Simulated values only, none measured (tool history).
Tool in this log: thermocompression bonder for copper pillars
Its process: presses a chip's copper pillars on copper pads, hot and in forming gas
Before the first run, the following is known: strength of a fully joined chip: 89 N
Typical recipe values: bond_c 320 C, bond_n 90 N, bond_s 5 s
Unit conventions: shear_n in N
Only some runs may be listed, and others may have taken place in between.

run    day  bond_c  bond_n  bond_s  shear_n
  1  0.000     320      90       5     40.8
  2  0.329     339      90       5     47.2
  3  0.650     339      90       5     48.6
  4  0.900     339      90       5     48.7
  5  1.338     339      90       5     47.6
  6  1.654     339      90       5     48.6
  7  2.112     320      90       5     41.4
  8  2.504     320      90       5     41.2
  9  2.833     308      90       5     36.7
 10  3.308     309      67       4     25.0
     3.421  -- heater calibrated with a thermocouple chip
 11  3.879     320      90       8     49.2
 12  4.362     320      90       8     48.2
 13  4.617     332      90       3     37.9
     4.750  -- heater calibrated with a thermocouple chip, once more
 14  4.988     332      90       3     36.9
 15  5.350     316      84       9     45.3
 16  5.579     336     105       9     63.0
 17  5.988     336     105       9     59.5
 18  6.329     333      94       3     38.3

Pick out some run-to-run changes in shear_n. Of each, how much would a tool without hidden state show as well, from the settings, what came in and chance, and how much is left for the hidden state and any gauge scatter not in both results compared?
Unlogged tool condition in this case: true temperature of the bond over the reading, C; force that reaches the chip, % of what is set; oxide that the forming gas leaves, % of the face; drift of the gauge itself on shear_n, %.
Run 10 -> 11: bond_c 309 -> 320, bond_n 67 -> 90, bond_s 4 -> 8, heater calibrated with a thermocouple chip. shear_n +24.2 N: hidden state +0.7, all else +23.5.
Run 13 -> 14: heater calibrated with a thermocouple chip, once more. shear_n -1.0 N: hidden state -1.5, all else +0.5.
